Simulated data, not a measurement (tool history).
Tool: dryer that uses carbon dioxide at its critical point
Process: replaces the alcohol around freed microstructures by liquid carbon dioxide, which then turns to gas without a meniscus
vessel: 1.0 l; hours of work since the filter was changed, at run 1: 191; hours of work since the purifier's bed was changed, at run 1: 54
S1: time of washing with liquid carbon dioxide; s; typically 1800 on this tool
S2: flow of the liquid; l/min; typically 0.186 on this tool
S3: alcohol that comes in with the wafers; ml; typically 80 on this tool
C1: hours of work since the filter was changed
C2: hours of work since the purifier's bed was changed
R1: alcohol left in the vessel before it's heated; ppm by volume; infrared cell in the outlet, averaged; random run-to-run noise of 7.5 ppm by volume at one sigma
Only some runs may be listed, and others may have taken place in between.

run 1 hour=0.0 | S1=1800 S2=0.186 S3=80 | C1=191 C2=54 | R1=489
run 2 hour=10.3 | S1=1800 S2=0.186 S3=80 | C1=194 C2=58 | R1=491
run 3 hour=19.1 | S1=1800 S2=0.171 S3=80 | C1=197 C2=61 | R1=750
run 4 hour=25.1 | S1=1800 S2=0.186 S3=80 | C1=200 C2=63 | R1=511
run 5 hour=31.7 | S1=1800 S2=0.186 S3=80 | C1=202 C2=65 | R1=510
run 6 hour=45.4 | S1=1800 S2=0.186 S3=43 | C1=207 C2=70 | R1=270
run 7 hour=52.1 | S1=1800 S2=0.183 S3=80 | C1=209 C2=73 | R1=545
run 8 hour=62.9 | S1=1800 S2=0.186 S3=35 | C1=213 C2=76 | R1=228
run 9 hour=73.3 | S1=1680 S2=0.167 S3=104 | C1=217 C2=80 | R1=1523
run 10 hour=83.9 | S1=1800 S2=0.186 S3=96 | C1=220 C2=84 | R1=599
run 11 hour=98.2 | S1=1800 S2=0.186 S3=25 | C1=225 C2=89 | R1=165
run 12 hour=105.8 | S1=1260 S2=0.140 S3=24 | C1=228 C2=92 | R1=1749
run 13 hour=112.9 | S1=1560 S2=0.149 S3=80 | C1=231 C2=94 | R1=2494
run 14 hour=124.1 | S1=1800 S2=0.179 S3=113 | C1=235 C2=98 | R1=894
run 15 hour=136.5 | S1=1800 S2=0.179 S3=113 | C1=239 C2=103 | R1=923

Consider 5 possible next runs. They are alternatives, not a sequence: every one starts from the tool as it was left by run 15. What does each give?
run A hour=146.5 | S1=1200 S2=0.179 S3=113 | C1=243 C2=106 | R1=?
run B hour=146.5 | S1=2100 S2=0.129 S3=99 | C1=243 C2=106 | R1=?
run C hour=146.5 | S1=1500 S2=0.126 S3=80 | C1=243 C2=106 | R1=?
run D hour=146.5 | S1=1800 S2=0.156 S3=44 | C1=243 C2=106 | R1=?
run E hour=146.5 | S1=2820 S2=0.179 S3=27 | C1=243 C2=106 | R1=?

run=A R1=4445
run=B R1=1792
run=C R1=4858
run=D R1=689
run=E R1=28
Without the tool's hidden state the same runs would have given:
run=A R1=3598
run=B R1=1373
run=C R1=4047
run=D R1=514
run=E R1=9
